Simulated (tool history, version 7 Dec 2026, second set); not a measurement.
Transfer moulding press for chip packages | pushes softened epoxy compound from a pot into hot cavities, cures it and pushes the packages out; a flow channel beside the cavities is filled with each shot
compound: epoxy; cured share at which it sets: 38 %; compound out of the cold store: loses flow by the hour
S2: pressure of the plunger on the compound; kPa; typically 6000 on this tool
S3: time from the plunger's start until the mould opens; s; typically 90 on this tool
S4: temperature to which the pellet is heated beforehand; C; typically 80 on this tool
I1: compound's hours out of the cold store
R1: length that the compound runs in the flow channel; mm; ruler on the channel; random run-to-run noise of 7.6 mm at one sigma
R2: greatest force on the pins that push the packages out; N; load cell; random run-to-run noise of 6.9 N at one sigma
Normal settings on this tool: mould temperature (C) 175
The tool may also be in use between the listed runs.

run 1 hour=0 | mould_temperature_(C)=175 S2=6000 S3=90 S4=80 | I1=40.2 | R1=832 R2=433
-- hour=7.5 cavities cleaned with cleaning compound and waxed
run 2 hour=8.7 | mould_temperature_(C)=175 S2=6000 S3=90 S4=80 | I1=20.7 | R1=946 R2=283
run 3 hour=14.7 | mould_temperature_(C)=175 S2=6000 S3=90 S4=80 | I1=41.9 | R1=831 R2=308
run 4 hour=22.7 | mould_temperature_(C)=175 S2=6000 S3=90 S4=80 | I1=24.7 | R1=899 R2=340
run 5 hour=31.3 | mould_temperature_(C)=175 S2=7220 S3=90 S4=80 | I1=31.9 | R1=965 R2=369
run 6 hour=35.9 | mould_temperature_(C)=175 S2=6000 S3=90 S4=80 | I1=11.3 | R1=995 R2=378
run 7 hour=42 | mould_temperature_(C)=175 S2=6000 S3=90 S4=80 | I1=34.5 | R1=862 R2=405
run 8 hour=49.2 | mould_temperature_(C)=175 S2=6000 S3=90 S4=80 | I1=27.3 | R1=888 R2=427
run 9 hour=54.2 | mould_temperature_(C)=175 S2=6000 S3=90 S4=80 | I1=43.5 | R1=805 R2=412
-- hour=59.3 cavities cleaned with cleaning compound and waxed
run 10 hour=61.1 | mould_temperature_(C)=175 S2=6000 S3=90 S4=80 | I1=36.6 | R1=848 R2=282
run 11 hour=68.4 | mould_temperature_(C)=175 S2=6000 S3=90 S4=80 | I1=12.2 | R1=974 R2=317
run 12 hour=77.7 | mould_temperature_(C)=175 S2=6000 S3=90 S4=80 | I1=17.5 | R1=947 R2=336
run 13 hour=81.7 | mould_temperature_(C)=175 S2=6000 S3=90 S4=80 | I1=31 | R1=861 R2=349
run 14 hour=90.7 | mould_temperature_(C)=177 S2=6000 S3=90 S4=80 | I1=19.2 | R1=932 R2=372
run 15 hour=97.7 | mould_temperature_(C)=168 S2=6000 S3=105 S4=80 | I1=44.2 | R1=819 R2=419
-- hour=100.1 mould's thermocouples calibrated
run 16 hour=105.4 | mould_temperature_(C)=172 S2=7260 S3=105 S4=80 | I1=20.6 | R1=1027 R2=386
-- hour=112.8 cavities cleaned with cleaning compound and waxed
run 17 hour=113.6 | mould_temperature_(C)=172 S2=7260 S3=105 S4=80 | I1=18.4 | R1=1037 R2=280
-- hour=122.7 mould's thermocouples calibrated, once more
run 18 hour=122.7 | mould_temperature_(C)=177 S2=6000 S3=90 S4=80 | I1=31.7 | R1=857 R2=309
run 19 hour=131.6 | mould_temperature_(C)=176 S2=4940 S3=130 S4=87 | I1=34.4 | R1=773 R2=315
run 20 hour=137.3 | mould_temperature_(C)=170 S2=7280 S3=90 S4=80 | I1=37.6 | R1=927 R2=405
run 21 hour=142.1 | mould_temperature_(C)=170 S2=7280 S3=90 S4=80 | I1=34.7 | R1=938 R2=425
run 22 hour=148 | mould_temperature_(C)=175 S2=6000 S3=102 S4=80 | I1=13.1 | R1=966 R2=387
run 23 hour=152.4 | mould_temperature_(C)=175 S2=6000 S3=81 S4=86 | I1=17.2 | R1=939 R2=435
run 24 hour=160.6 | mould_temperature_(C)=182 S2=6000 S3=81 S4=80 | I1=47.6 | R1=766 R2=394
-- hour=166 cavities cleaned with cleaning compound and waxed
run 25 hour=166 | mould_temperature_(C)=182 S2=6000 S3=81 S4=80 | I1=33.3 | R1=829 R2=272
run 26 hour=171.1 | mould_temperature_(C)=175 S2=7300 S3=90 S4=80 | I1=8.8 | R1=1095 R2=312
run 27 hour=178 | mould_temperature_(C)=175 S2=7300 S3=90 S4=80 | I1=9.3 | R1=1087 R2=335
run 28 hour=185.4 | mould_temperature_(C)=172 S2=5160 S3=90 S4=79 | I1=44.1 | R1=744 R2=385

Predict each of these 5 candidate next runs independently; none follows another, all start after run 28:
run A hour=194 | mould_temperature_(C)=177 S2=5630 S3=75 S4=79 | I1=38.3 | R1=? R2=?
run B hour=194 | mould_temperature_(C)=170 S2=4870 S3=79 S4=79 | I1=15.4 | R1=? R2=?
run C hour=194 | mould_temperature_(C)=171 S2=5240 S3=90 S4=84 | I1=24.1 | R1=? R2=?
run D hour=194 | mould_temperature_(C)=172 S2=6040 S3=87 S4=75 | I1=10.7 | R1=? R2=?
run E hour=194 | mould_temperature_(C)=172 S2=6970 S3=90 S4=76 | I1=18.8 | R1=? R2=?

run=A R1=789 R2=413
run=B R1=868 R2=600
run=C R1=847 R2=422
run=D R1=980 R2=456
run=E R1=1018 R2=420
The same runs, with their run-to-run variation unchanged, on a tool lacking any hidden condition would have given:
run=A R1=844 R2=303
run=B R1=929 R2=435
run=C R1=906 R2=309
run=D R1=1048 R2=332
run=E R1=1088 R2=309
